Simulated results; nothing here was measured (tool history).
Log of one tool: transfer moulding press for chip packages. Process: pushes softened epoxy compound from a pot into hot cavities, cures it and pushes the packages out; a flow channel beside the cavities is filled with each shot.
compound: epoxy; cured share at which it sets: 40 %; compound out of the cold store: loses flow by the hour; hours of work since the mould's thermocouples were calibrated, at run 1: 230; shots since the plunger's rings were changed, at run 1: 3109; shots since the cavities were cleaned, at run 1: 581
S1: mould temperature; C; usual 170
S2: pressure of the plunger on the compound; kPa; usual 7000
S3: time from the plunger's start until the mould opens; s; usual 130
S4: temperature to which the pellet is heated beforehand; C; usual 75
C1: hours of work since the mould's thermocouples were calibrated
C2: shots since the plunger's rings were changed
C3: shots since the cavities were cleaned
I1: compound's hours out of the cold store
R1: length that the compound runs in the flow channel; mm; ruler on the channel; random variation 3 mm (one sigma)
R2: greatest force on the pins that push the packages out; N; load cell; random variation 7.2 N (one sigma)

run	hour	S1	S2	S3	S4	C1	C2	C3	I1	R1	R2
1	0	170	7000	130	75	230	3109	581	20.3	806	504
2	32.4	170	7000	144	75	243	3304	776	32.1	780	443
3	59.2	170	5860	130	75	254	3467	939	34.7	703	525
4	81	170	7000	130	75	263	3598	1070	33.5	776	534
# hour 94.8: cavities cleaned with cleaning compound and waxed
5	100.2	170	7000	130	75	271	3705	32	12.4	824	323
6	127.7	170	7000	130	75	282	3872	199	14.9	813	394
7	146.2	170	7000	130	75	290	3983	310	27.1	786	427
8	163.2	170	7000	148	75	297	4086	413	15.5	819	401

The next listed run, before its measurement:
9	189.4	170	7000	148	75	308	4245	572	26.6	?	?

R1: 788 mm
R2: 409 N
Without the tool's hidden state the same run would have given R1 812 mm, R2 249 N.
